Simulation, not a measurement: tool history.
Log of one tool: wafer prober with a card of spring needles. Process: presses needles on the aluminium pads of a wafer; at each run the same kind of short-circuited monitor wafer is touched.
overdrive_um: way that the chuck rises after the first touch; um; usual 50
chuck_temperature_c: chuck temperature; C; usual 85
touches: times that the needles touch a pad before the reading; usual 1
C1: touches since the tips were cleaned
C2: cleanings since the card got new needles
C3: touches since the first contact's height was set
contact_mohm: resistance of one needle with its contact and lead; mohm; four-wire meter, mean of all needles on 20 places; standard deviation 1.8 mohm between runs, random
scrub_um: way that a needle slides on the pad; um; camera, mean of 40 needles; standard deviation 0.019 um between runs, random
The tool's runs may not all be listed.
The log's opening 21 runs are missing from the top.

{"day": 55.017, "done": "tips cleaned on abrasive film"}
{"run": 22, "day": 55.988, "overdrive_um": 43, "chuck_temperature_c": 38, "touches": 1, "C1": 5117, "C2": 66, "C3": 69398, "contact_mohm": 176, "scrub_um": 9.38}
{"day": 56.733, "done": "tips cleaned on abrasive film"}
{"day": 58.371, "done": "tips cleaned on abrasive film"}
{"run": 23, "day": 59.008, "overdrive_um": 45, "chuck_temperature_c": 85, "touches": 3, "C1": 3359, "C2": 68, "C3": 85266, "contact_mohm": 185, "scrub_um": 9.84}
{"day": 59.312, "done": "height of the first contact set anew"}
{"day": 59.912, "done": "tips cleaned on abrasive film"}
{"day": 61.533, "done": "tips cleaned on abrasive film"}
{"run": 24, "day": 61.779, "overdrive_um": 43, "chuck_temperature_c": 85, "touches": 1, "C1": 1281, "C2": 70, "C3": 12941, "contact_mohm": 187, "scrub_um": 9.39}
{"day": 63.017, "done": "tips cleaned on abrasive film"}
{"day": 64.529, "done": "tips cleaned on abrasive film"}
{"run": 25, "day": 64.842, "overdrive_um": 44, "chuck_temperature_c": 85, "touches": 1, "C1": 1648, "C2": 72, "C3": 29037, "contact_mohm": 186, "scrub_um": 9.62}
{"day": 66.25, "done": "tips cleaned on abrasive film"}
{"run": 26, "day": 66.867, "overdrive_um": 44, "chuck_temperature_c": 85, "touches": 1, "C1": 3241, "C2": 73, "C3": 39674, "contact_mohm": 185, "scrub_um": 9.62}
{"day": 67.8, "done": "tips cleaned on abrasive film"}
{"day": 69.362, "done": "tips cleaned on abrasive film"}
{"run": 27, "day": 70.225, "overdrive_um": 44, "chuck_temperature_c": 85, "touches": 1, "C1": 4547, "C2": 75, "C3": 57321, "contact_mohm": 185, "scrub_um": 9.61}
{"day": 70.967, "done": "tips cleaned on abrasive film"}
{"run": 28, "day": 72.275, "overdrive_um": 44, "chuck_temperature_c": 85, "touches": 1, "C1": 6898, "C2": 76, "C3": 68101, "contact_mohm": 184, "scrub_um": 9.63}
{"day": 72.554, "done": "tips cleaned on abrasive film"}
{"day": 74.258, "done": "tips cleaned on abrasive film"}
{"run": 29, "day": 74.767, "overdrive_um": 44, "chuck_temperature_c": 85, "touches": 1, "C1": 2679, "C2": 78, "C3": 81191, "contact_mohm": 184, "scrub_um": 9.63}
{"day": 75.683, "done": "height of the first contact set anew"}
{"day": 75.825, "done": "tips cleaned on abrasive film"}
{"run": 30, "day": 77.158, "overdrive_um": 50, "chuck_temperature_c": 37, "touches": 2, "C1": 7040, "C2": 79, "C3": 7763, "contact_mohm": 170, "scrub_um": 10.95}

Forecast each of these 5 alternatives for the next run:
{"day": 77.379, "done": "tips cleaned on abrasive film"}
{"run": "A", "day": 78.633, "overdrive_um": 50, "chuck_temperature_c": 85, "touches": 1, "C1": 6614, "C2": 80, "C3": 15514, "contact_mohm": "?", "scrub_um": "?"}
{"day": 77.379, "done": "tips cleaned on abrasive film"}
{"run": "B", "day": 78.633, "overdrive_um": 50, "chuck_temperature_c": 98, "touches": 2, "C1": 6614, "C2": 80, "C3": 15514, "contact_mohm": "?", "scrub_um": "?"}
{"day": 77.379, "done": "tips cleaned on abrasive film"}
{"run": "C", "day": 78.633, "overdrive_um": 52, "chuck_temperature_c": 36, "touches": 2, "C1": 6614, "C2": 80, "C3": 15514, "contact_mohm": "?", "scrub_um": "?"}
{"day": 77.379, "done": "tips cleaned on abrasive film"}
{"run": "D", "day": 78.633, "overdrive_um": 50, "chuck_temperature_c": 35, "touches": 1, "C1": 6614, "C2": 80, "C3": 15514, "contact_mohm": "?", "scrub_um": "?"}
{"day": 77.379, "done": "tips cleaned on abrasive film"}
{"run": "E", "day": 78.633, "overdrive_um": 58, "chuck_temperature_c": 85, "touches": 1, "C1": 6614, "C2": 80, "C3": 15514, "contact_mohm": "?", "scrub_um": "?"}

run=A contact_mohm=180 scrub_um=10.94
run=B contact_mohm=187 scrub_um=10.9
run=C contact_mohm=171 scrub_um=11.37
run=D contact_mohm=174 scrub_um=10.96
run=E contact_mohm=180 scrub_um=12.68
Without the tool's unlogged condition, the same runs would have read:
run=A contact_mohm=179 scrub_um=10.94
run=B contact_mohm=186 scrub_um=10.9
run=C contact_mohm=171 scrub_um=11.37
run=D contact_mohm=174 scrub_um=10.96
run=E contact_mohm=180 scrub_um=12.68
